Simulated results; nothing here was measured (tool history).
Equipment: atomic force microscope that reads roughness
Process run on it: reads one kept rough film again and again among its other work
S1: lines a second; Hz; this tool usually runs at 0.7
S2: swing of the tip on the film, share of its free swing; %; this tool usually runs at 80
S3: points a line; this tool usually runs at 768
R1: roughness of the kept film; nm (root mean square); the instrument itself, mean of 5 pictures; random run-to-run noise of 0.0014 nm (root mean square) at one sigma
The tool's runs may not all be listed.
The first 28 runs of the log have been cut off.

run	hour	S1	S2	S3	R1
29	1576.7	2.196	66	841	1.212
# hour 1605.5: new tip fitted
30	1650.1	1.352	88	428	1.105
31	1700.6	0.938	88	428	1.168
32	1755.9	2.633	57	321	1.251
# hour 1797.2: new tip fitted
33	1822.6	3.096	87	486	0.915
34	1866.4	1.626	80	257	1.14
35	1918.9	1.626	64	257	1.248
36	1951.1	1.626	64	257	1.247
# hour 1990.4: new tip fitted
37	1990.4	1.626	64	257	1.249
38	2062.7	3.849	61	768	1.175
39	2107.7	0.7	82	530	1.238
40	2162.5	2.673	67	384	1.171
# hour 2184.9: new tip fitted
41	2224.8	2.616	67	358	1.176
42	2269.7	2.616	75	686	1.102
43	2327.1	1.542	67	768	1.24
# hour 2375.6: new tip fitted
44	2385.3	0.7	68	333	1.291
45	2424.3	0.7	73	768	1.277
46	2466.8	0.712	63	768	1.305
47	2526.4	0.543	67	859	1.307
# hour 2567.2: new tip fitted
48	2601.5	0.543	67	859	1.309
49	2679	0.543	67	859	1.309
50	2749.8	0.543	67	859	1.308
# hour 2759.6: new tip fitted
51	2797	0.543	67	859	1.307

5 ways to go on from here, each from the tool as it stands after run 51. What would each give?
A	2843.1	0.543	87	859	?
B	2843.1	2.452	67	910	?
C	2843.1	0.7	66	768	?
D	2843.1	3.893	67	366	?
E	2843.1	0.988	87	768	?

run	R1
A	1.24
B	1.188
C	1.298
D	1.111
E	1.168
Stripped of hidden state, with their random variation kept, the same runs would have yielded:
run	R1
A	1.24
B	1.188
C	1.298
D	1.111
E	1.168
